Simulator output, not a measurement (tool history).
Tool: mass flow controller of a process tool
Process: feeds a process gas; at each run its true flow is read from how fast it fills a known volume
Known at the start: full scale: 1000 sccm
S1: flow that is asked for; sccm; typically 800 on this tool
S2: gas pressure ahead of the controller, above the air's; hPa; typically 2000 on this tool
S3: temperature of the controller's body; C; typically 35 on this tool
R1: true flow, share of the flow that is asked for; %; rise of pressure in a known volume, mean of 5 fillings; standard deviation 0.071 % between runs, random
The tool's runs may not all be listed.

run,hour,S1,S2,S3,R1
1,0,800,2000,35,101.39
2,112.2,800,2000,35,101.34
3,207.1,800,1620,35,101.14
4,353.3,800,1620,32,100.96
5,439,800,1620,32,101.02
6,555.2,800,1570,32,100.97
7,686.1,800,2740,32,101.55
8,878.5,105,2000,35,111.78
9,1034.9,131,2000,35,109.4
10,1161.8,586,2000,35,101.85
11,1262.6,586,2000,35,101.8
12,1375,586,2000,35,101.84
# hour 1574.3: controller's zero set anew
13,1583.2,800,2000,35,99.83
14,1709.6,800,2000,35,99.76
15,1873.3,469,2710,37,99.88
16,2025,223,2330,29,99.05
17,2203.6,223,2330,32,99.32
18,2366.6,377,2760,35,99.83
19,2502.2,800,1560,35,99.61
20,2628.2,149,1830,29,99.43
21,2806.8,149,1830,29,99.66
22,2933.7,149,1430,29,99.52
23,3119.8,149,1430,29,99.66
24,3321.4,149,1430,29,99.92
25,3440.1,371,2110,25,98.98
26,3605.4,831,2110,25,99.17
27,3693.8,106,1900,35,101.93
28,3782.9,106,1900,35,102.16

Predict each of these 5 candidate next runs independently; none follows another, all start after run 28:
A,3934,831,1900,35,?
B,3934,218,1620,26,?
C,3934,604,2480,26,?
D,3934,100,2040,35,?
E,3934,843,1900,28,?

run,R1
A,99.94
B,99.61
C,99.34
D,102.59
E,99.33
The same runs, with their run-to-run variation unchanged, on a tool lacking any hidden condition would have given:
run,R1
A,100.61
B,98.89
C,99.83
D,99.65
E,100.01
